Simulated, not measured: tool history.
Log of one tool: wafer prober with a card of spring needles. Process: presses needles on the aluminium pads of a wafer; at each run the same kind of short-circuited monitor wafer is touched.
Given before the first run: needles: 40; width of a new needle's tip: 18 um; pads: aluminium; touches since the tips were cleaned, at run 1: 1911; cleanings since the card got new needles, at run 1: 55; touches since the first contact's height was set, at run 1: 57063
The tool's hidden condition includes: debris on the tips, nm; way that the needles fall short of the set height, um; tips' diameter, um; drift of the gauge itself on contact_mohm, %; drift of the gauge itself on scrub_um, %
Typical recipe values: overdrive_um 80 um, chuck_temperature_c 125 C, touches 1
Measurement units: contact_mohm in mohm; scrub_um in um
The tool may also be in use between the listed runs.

run,day,overdrive_um,chuck_temperature_c,touches,touches since the tips were cleaned,cleanings since the card got new needles,touches since the first contact's height was set,contact_mohm,scrub_um
1,0,80,125,1,1911,55,57063,175,22.18
# day 0.208: tips cleaned on abrasive film
# day 0.725: tips cleaned on abrasive film
2,0.821,80,59,1,833,57,63977,164,22.38
# day 1.229: tips cleaned on abrasive film
# day 1.725: tips cleaned on abrasive film
# day 2.25: tips cleaned on abrasive film
3,2.408,80,59,1,1344,60,77377,164,22.03
# day 2.712: tips cleaned on abrasive film
# day 3.225: tips cleaned on abrasive film
4,3.4,80,54,1,1461,62,85710,163,22
# day 3.717: tips cleaned on abrasive film
# day 4.042: height of the first contact set anew
# day 4.212: tips cleaned on abrasive film
# day 4.679: tips cleaned on abrasive film
5,4.679,88,54,1,0,65,5335,161,24.34
# day 5.204: tips cleaned on abrasive film
# day 5.671: tips cleaned on abrasive film
# day 6.108: tips cleaned on abrasive film
6,6.125,88,54,1,140,68,17549,161,24.37
# day 6.625: tips cleaned on abrasive film
# day 7.129: tips cleaned on abrasive film
# day 7.629: tips cleaned on abrasive film
7,7.629,70,40,1,0,71,30208,161,19.24
# day 8.121: tips cleaned on abrasive film
# day 8.612: tips cleaned on abrasive film
# day 9.125: tips cleaned on abrasive film
8,9.167,79,125,1,353,74,43175,174,21.68
# day 9.575: tips cleaned on abrasive film
# day 10.067: tips cleaned on abrasive film
# day 10.525: tips cleaned on abrasive film
9,10.912,79,125,1,3308,77,57935,176,21.8
# day 11.021: tips cleaned on abrasive film
# day 11.55: tips cleaned on abrasive film
# day 12.046: tips cleaned on abrasive film
10,12.375,77,41,1,2809,80,70260,161,21.25

Hidden state at the last listed run before each entry between runs and at the first one after, where it differs:
Runs 1 to 2: tips cleaned on abrasive film (day 0.208); tips cleaned on abrasive film (day 0.725)
  debris on the tips, nm: 0.4 -> 0.2; drift of the gauge itself on scrub_um, %: 0 -> -0.04
  measured less the result without the state, scrub_um: +0 -> -0.01 um
Runs 2 to 3: tips cleaned on abrasive film (day 1.229); tips cleaned on abrasive film (day 1.725); tips cleaned on abrasive film (day 2.25)
  debris on the tips, nm: 0.2 -> 0.3; drift of the gauge itself on scrub_um, %: -0.04 -> -0.12
  measured less the result without the state, scrub_um: -0.01 -> -0.03 um
Runs 3 to 4: tips cleaned on abrasive film (day 2.712); tips cleaned on abrasive film (day 3.225)
  drift of the gauge itself on scrub_um, %: -0.12 -> -0.17
  measured less the result without the state, scrub_um: -0.03 -> -0.04 um
Runs 4 to 5: tips cleaned on abrasive film (day 3.717); height of the first contact set anew (day 4.042); tips cleaned on abrasive film (day 4.212); tips cleaned on abrasive film (day 4.679)
  debris on the tips, nm: 0.3 -> 0.1; way that the needles fall short of the set height, um: 0.01 -> 0; tips' diameter, um: 18.01 -> 18.02; drift of the gauge itself on scrub_um, %: -0.17 -> -0.24
  measured less the result without the state, scrub_um: -0.04 -> -0.06 um
Runs 5 to 6: tips cleaned on abrasive film (day 5.204); tips cleaned on abrasive film (day 5.671); tips cleaned on abrasive film (day 6.108)
  drift of the gauge itself on scrub_um, %: -0.24 -> -0.31
  measured less the result without the state, scrub_um: -0.06 -> -0.07 um
Runs 6 to 7: tips cleaned on abrasive film (day 6.625); tips cleaned on abrasive film (day 7.129); tips cleaned on abrasive film (day 7.629)
  way that the needles fall short of the set height, um: 0 -> 0.01; drift of the gauge itself on scrub_um, %: -0.31 -> -0.39
  measured less the result without the state, scrub_um: -0.07 -> -0.08 um
Runs 7 to 8: tips cleaned on abrasive film (day 8.121); tips cleaned on abrasive film (day 8.612); tips cleaned on abrasive film (day 9.125)
  drift of the gauge itself on scrub_um, %: -0.39 -> -0.47
  measured less the result without the state, scrub_um: -0.08 -> -0.1 um
Runs 8 to 9: tips cleaned on abrasive film (day 9.575); tips cleaned on abrasive film (day 10.067); tips cleaned on abrasive film (day 10.525)
  debris on the tips, nm: 0.1 -> 0.6; drift of the gauge itself on scrub_um, %: -0.47 -> -0.56
  measured less the result without the state, scrub_um: -0.1 -> -0.13 um
Runs 9 to 10: tips cleaned on abrasive film (day 11.021); tips cleaned on abrasive film (day 11.55); tips cleaned on abrasive film (day 12.046)
  debris on the tips, nm: 0.6 -> 0.5; drift of the gauge itself on scrub_um, %: -0.56 -> -0.63
  measured less the result without the state, scrub_um: -0.13 -> -0.14 um
